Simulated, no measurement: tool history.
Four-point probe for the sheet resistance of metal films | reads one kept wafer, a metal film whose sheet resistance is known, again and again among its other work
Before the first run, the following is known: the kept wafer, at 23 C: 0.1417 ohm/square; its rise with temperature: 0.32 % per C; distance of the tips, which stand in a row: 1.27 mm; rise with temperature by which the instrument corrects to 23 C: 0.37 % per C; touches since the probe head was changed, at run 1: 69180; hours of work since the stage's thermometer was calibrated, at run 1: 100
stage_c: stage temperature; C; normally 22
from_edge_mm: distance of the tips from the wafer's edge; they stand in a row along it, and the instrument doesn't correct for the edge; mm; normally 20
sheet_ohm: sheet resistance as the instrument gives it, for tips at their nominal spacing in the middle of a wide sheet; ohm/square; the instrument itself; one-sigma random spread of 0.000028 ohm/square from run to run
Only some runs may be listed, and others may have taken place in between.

run     day  stage_c  from_edge_mm  touches since the probe head was changed  hours of work since the stage's thermometer was calibrated  sheet_ohm
  1       0       22            20                                     69180                                                         100   0.143299
  2   1.046       22            20                                     70048                                                         111   0.143317
  3    2.55       22            20                                     71293                                                         126   0.143335
  4   4.712       22            20                                     73089                                                         149   0.143384
  5   6.762       22            20                                     74787                                                         170   0.143389
  6   7.967       22            20                                     75785                                                         183    0.14338
  7   8.946       22            20                                     76596                                                         193   0.143351
  8  10.742       22            20                                     78086                                                         212   0.143418
     10.933  -- stage's thermometer calibrated
  9  12.483       22             5                                     79514                                                          16   0.147926
 10  13.429       22             5                                     80295                                                          26   0.147909
 11  15.267       22             5                                     81821                                                          45   0.147941
 12    16.6       22             5                                     82926                                                          59   0.147913
     17.521  -- stage's thermometer calibrated, once more
 13  18.238       34             8                                     84264                                                           7   0.144342
 14  19.188       26            20                                     85052                                                          17   0.143193
 15  21.242       26            20                                     86756                                                          39   0.143247
 16  22.304       30            37                                     87638                                                          50   0.142767

5 options for the next run, each taken on its own from the tool as it stands now. Forecast them:
  A  24.462       26            42                                     89428                                                          73          ?
  B  24.462       22            33                                     89428                                                          73          ?
  C  24.462       22             4                                     89428                                                          73          ?
  D  24.462       21            21                                     89428                                                          73          ?
  E  24.462       22            42                                     89428                                                          73          ?

run  sheet_ohm
  A   0.142999
  B   0.143404
  C   0.150539
  D   0.143618
  E   0.143274
With the hidden condition removed and each run's random variation left untouched, the same runs would have given:
run  sheet_ohm
  A    0.14153
  B    0.14193
  C   0.148998
  D   0.142142
  E   0.141801

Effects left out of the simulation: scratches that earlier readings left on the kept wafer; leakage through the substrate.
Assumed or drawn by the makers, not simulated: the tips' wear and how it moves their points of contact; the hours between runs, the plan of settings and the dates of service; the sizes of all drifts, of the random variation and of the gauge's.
